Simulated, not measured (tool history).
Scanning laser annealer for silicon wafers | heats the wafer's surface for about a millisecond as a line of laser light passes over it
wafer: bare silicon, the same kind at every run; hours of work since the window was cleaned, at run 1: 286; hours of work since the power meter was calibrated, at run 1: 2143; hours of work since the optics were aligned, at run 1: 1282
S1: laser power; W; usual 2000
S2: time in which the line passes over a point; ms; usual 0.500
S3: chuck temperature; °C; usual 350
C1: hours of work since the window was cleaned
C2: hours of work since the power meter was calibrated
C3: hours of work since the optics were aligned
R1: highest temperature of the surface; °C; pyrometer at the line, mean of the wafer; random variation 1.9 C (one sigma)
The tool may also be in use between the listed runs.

| run | day | S1 | S2 | S3 | C1 | C2 | C3 | R1 |
|---|---|---|---|---|---|---|---|---|
| 1 | 0.000 | 2000 | 0.500 | 350 | 286 | 2143 | 1282 | 1128 |
| 2 | 2.162 | 2000 | 0.500 | 350 | 326 | 2184 | 1322 | 1126 |
|  | 3.646 | optics aligned, line set to its width |
| 3 | 4.408 | 2000 | 0.500 | 350 | 364 | 2222 | 14 | 1126 |
| 4 | 5.658 | 2000 | 0.500 | 350 | 388 | 2245 | 38 | 1129 |
| 5 | 8.462 | 2000 | 0.500 | 350 | 440 | 2298 | 90 | 1126 |
|  | 9.296 | window over the wafer cleaned |
| 6 | 9.925 | 2000 | 0.500 | 350 | 12 | 2323 | 116 | 1127 |
| 7 | 12.167 | 2000 | 0.500 | 350 | 54 | 2365 | 158 | 1132 |
| 8 | 14.392 | 2046 | 0.547 | 387 | 95 | 2407 | 199 | 1215 |
| 9 | 16.646 | 2036 | 0.500 | 350 | 137 | 2449 | 241 | 1139 |
| 10 | 18.292 | 1842 | 0.491 | 353 | 168 | 2480 | 272 | 1065 |
| 11 | 19.721 | 1813 | 0.500 | 350 | 195 | 2506 | 299 | 1062 |
| 12 | 22.338 | 1813 | 0.500 | 350 | 244 | 2555 | 348 | 1059 |
| 13 | 24.204 | 1813 | 0.500 | 325 | 279 | 2590 | 383 | 1036 |

3 ways to go on from here, each from the tool as it stands after run 13. What would each give?
| A | 26.317 | 1872 | 0.500 | 352 | 318 | 2630 | 422 | ? |
| B | 26.317 | 1832 | 0.603 | 325 | 318 | 2630 | 422 | ? |
| C | 26.317 | 1817 | 0.579 | 312 | 318 | 2630 | 422 | ? |

| run | R1 |
|---|---|
| A | 1081 |
| B | 1116 |
| C | 1078 |
Without the tool's hidden state the same runs would have given:
| run | R1 |
|---|---|
| A | 1082 |
| B | 1116 |
| C | 1079 |
